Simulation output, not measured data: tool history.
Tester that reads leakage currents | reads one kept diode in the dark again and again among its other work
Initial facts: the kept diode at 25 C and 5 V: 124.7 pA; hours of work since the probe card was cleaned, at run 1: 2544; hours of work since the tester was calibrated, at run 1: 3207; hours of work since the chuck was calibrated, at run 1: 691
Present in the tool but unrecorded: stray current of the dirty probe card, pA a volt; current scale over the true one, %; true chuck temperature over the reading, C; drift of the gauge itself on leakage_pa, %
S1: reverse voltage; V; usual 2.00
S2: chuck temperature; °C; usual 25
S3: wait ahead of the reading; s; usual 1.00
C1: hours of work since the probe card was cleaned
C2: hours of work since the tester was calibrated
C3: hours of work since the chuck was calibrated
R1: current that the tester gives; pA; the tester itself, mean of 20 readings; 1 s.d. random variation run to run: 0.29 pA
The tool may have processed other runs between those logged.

{"run": 1, "hour": 0.0, "S1": 2.0, "S2": 25, "S3": 1.0, "C1": 2544, "C2": 3207, "C3": 691, "R1": 92.31}
{"run": 2, "hour": 114.0, "S1": 2.0, "S2": 25, "S3": 0.72, "C1": 2626, "C2": 3289, "C3": 773, "R1": 91.63}
{"run": 3, "hour": 187.2, "S1": 2.0, "S2": 25, "S3": 1.0, "C1": 2679, "C2": 3341, "C3": 826, "R1": 91.43}
{"run": 4, "hour": 271.4, "S1": 2.0, "S2": 25, "S3": 1.0, "C1": 2740, "C2": 3402, "C3": 886, "R1": 91.08}
{"run": 5, "hour": 372.1, "S1": 2.0, "S2": 25, "S3": 1.0, "C1": 2812, "C2": 3474, "C3": 959, "R1": 91.27}
{"run": 6, "hour": 444.2, "S1": 2.0, "S2": 25, "S3": 7.88, "C1": 2864, "C2": 3526, "C3": 1011, "R1": 89.83}
{"run": 7, "hour": 501.0, "S1": 2.0, "S2": 25, "S3": 7.88, "C1": 2905, "C2": 3567, "C3": 1051, "R1": 90.4}
{"run": 8, "hour": 623.2, "S1": 2.0, "S2": 25, "S3": 7.88, "C1": 2993, "C2": 3655, "C3": 1139, "R1": 88.92}
{"run": 9, "hour": 706.7, "S1": 2.0, "S2": 25, "S3": 7.88, "C1": 3053, "C2": 3715, "C3": 1199, "R1": 88.75}
{"run": 10, "hour": 796.4, "S1": 2.0, "S2": 25, "S3": 7.88, "C1": 3117, "C2": 3780, "C3": 1264, "R1": 88.41}
{"run": 11, "hour": 895.6, "S1": 2.0, "S2": 25, "S3": 7.88, "C1": 3189, "C2": 3851, "C3": 1335, "R1": 88.27}
{"hour": 909.9, "done": "probe card cleaned and baked"}
{"run": 12, "hour": 958.9, "S1": 2.0, "S2": 25, "S3": 1.0, "C1": 35, "C2": 3894, "C3": 1379, "R1": 89.23}
{"run": 13, "hour": 1023.3, "S1": 2.0, "S2": 25, "S3": 0.52, "C1": 82, "C2": 3941, "C3": 1425, "R1": 88.69}

Run 14 has not been measured yet. What should we expect?
{"run": 14, "hour": 1097.9, "S1": 18.61, "S2": 25, "S3": 3.22, "C1": 135, "C2": 3994, "C3": 1479, "R1": "?"}

{"run 14": {"R1": 186.59}}
If the tool had no hidden condition, the same run with the same run-to-run variation would have returned R1 191.39 pA.

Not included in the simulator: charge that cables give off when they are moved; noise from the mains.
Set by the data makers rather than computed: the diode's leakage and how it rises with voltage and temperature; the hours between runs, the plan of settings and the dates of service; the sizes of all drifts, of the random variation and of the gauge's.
